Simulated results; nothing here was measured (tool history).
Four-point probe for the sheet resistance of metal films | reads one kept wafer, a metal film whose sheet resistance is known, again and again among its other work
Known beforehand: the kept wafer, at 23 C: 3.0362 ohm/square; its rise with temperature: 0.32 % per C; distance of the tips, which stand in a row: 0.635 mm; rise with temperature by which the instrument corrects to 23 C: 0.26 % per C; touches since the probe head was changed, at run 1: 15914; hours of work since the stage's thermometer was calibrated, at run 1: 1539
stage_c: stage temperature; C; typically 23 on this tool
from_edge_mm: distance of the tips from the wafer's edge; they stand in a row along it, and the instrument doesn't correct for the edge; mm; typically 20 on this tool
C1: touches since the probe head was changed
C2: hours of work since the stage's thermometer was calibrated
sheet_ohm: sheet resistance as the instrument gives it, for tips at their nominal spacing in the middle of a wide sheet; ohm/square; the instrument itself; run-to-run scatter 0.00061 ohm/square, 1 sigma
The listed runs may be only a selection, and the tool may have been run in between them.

Run 1, hour 0.0: usual settings; C1 15914; C2 1539. Result: sheet_ohm 3.047480 ohm/square.
Run 2, hour 20.5: usual settings but stage_c 27 C; C1 16372; C2 1548. Result: sheet_ohm 3.054366 ohm/square.
Run 3, hour 46.6: usual settings; C1 16957; C2 1560. Result: sheet_ohm 3.046794 ohm/square.
Run 4, hour 62.3: usual settings; C1 17308; C2 1567. Result: sheet_ohm 3.047067 ohm/square.
Run 5, hour 81.8: usual settings; C1 17744; C2 1576. Result: sheet_ohm 3.046952 ohm/square.
Run 6, hour 101.1: usual settings; C1 18175; C2 1585. Result: sheet_ohm 3.046073 ohm/square.
Run 7, hour 122.0: usual settings; C1 18644; C2 1595. Result: sheet_ohm 3.048301 ohm/square.
Run 8, hour 139.4: usual settings but stage_c 32 C, from_edge_mm 10 mm; C1 19032; C2 1603. Result: sheet_ohm 3.068639 ohm/square.
Run 9, hour 163.5: usual settings but stage_c 28 C, from_edge_mm 21 mm; C1 19571; C2 1614. Result: sheet_ohm 3.056652 ohm/square.
Run 10, hour 189.0: usual settings but stage_c 28 C, from_edge_mm 21 mm; C1 20142; C2 1625. Result: sheet_ohm 3.056396 ohm/square.
Run 11, hour 207.1: usual settings but stage_c 28 C, from_edge_mm 21 mm; C1 20546; C2 1634. Result: sheet_ohm 3.054976 ohm/square.
Run 12, hour 221.9: usual settings but from_edge_mm 11 mm; C1 20877; C2 1640. Result: sheet_ohm 3.052250 ohm/square.
Run 13, hour 239.7: usual settings but stage_c 19 C, from_edge_mm 10 mm; C1 21276; C2 1648. Result: sheet_ohm 3.044104 ohm/square.

Same runs, no hidden state in the tool, same run-to-run variation:
What the log doesn't record here: inner tips' distance over the nominal, %; tips' flats over new ones', %; wafer's true temperature over the reading, C; drift of the gauge itself on sheet_ohm, %.
run  sheet_ohm
  1   3.038069
  2   3.045024
  3   3.037401
  4   3.037679
  5   3.037572
  6   3.036706
  7   3.038938
  8   3.059405
  9   3.047383
 10   3.047142
 11   3.045736
 12   3.042918
 13   3.034714
